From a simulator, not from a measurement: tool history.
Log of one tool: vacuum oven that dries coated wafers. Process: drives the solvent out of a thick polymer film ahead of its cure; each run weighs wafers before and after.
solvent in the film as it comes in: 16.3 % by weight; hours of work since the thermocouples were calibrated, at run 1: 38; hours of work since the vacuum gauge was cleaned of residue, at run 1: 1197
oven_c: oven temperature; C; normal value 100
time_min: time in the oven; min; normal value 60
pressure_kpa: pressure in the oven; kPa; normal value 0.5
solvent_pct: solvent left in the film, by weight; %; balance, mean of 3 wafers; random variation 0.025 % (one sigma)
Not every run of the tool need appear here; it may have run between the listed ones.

run	hour	oven_c	time_min	pressure_kpa	hours of work since the thermocouples were calibrated	hours of work since the vacuum gauge was cleaned of residue	solvent_pct
1	0	100	60	0.5	38	1197	1.7
2	19.3	100	60	0.5	53	1213	1.71
3	59.1	100	60	0.5	85	1245	1.74
4	95.1	100	60	0.5	114	1274	1.72
5	126.3	100	60	0.5	139	1299	1.75
6	158.8	100	60	0.5	165	1325	1.75
7	192.6	100	60	0.5	192	1352	1.78
8	225.3	100	60	1.456	218	1378	2.8
9	248.1	100	46	1.456	236	1396	3.47
10	271.4	100	46	1.456	255	1415	3.46
11	295.8	100	60	0.5	275	1434	1.78
12	316.4	100	60	0.5	291	1451	1.82
13	339	100	60	0.5	309	1469	1.84
14	374.1	100	60	0.5	337	1497	1.82
15	408.1	109	60	0.257	364	1524	0.56
# hour 423.8: vacuum gauge cleaned of residue and calibrated
16	437.3	109	60	0.31	387	11	0.36
17	470.6	100	34	1.34	413	37	4.32
18	490.2	100	34	1.34	429	53	4.33
19	513.5	95	56	0.619	448	72	3.09
20	553.1	95	56	0.619	479	103	3.14
21	579.3	95	56	1.991	500	124	4.75
22	613.5	95	56	1.991	527	152	4.78
23	639.7	111	42	0.5	548	173	0.77
24	663.4	111	42	0.5	567	192	0.76

Branching from run 24: 4 alternative next runs. What would each branch give?
A	692.8	99	56	0.5	591	215	?
B	692.8	100	42	0.744	591	215	?
C	692.8	100	50	0.45	591	215	?
D	692.8	100	60	0.325	591	215	?

run	solvent_pct
A	2.05
B	3.04
C	2.13
D	1.47
Had the tool no hidden state, the same runs would have come out as:
run	solvent_pct
A	1.88
B	2.84
C	1.96
D	1.32
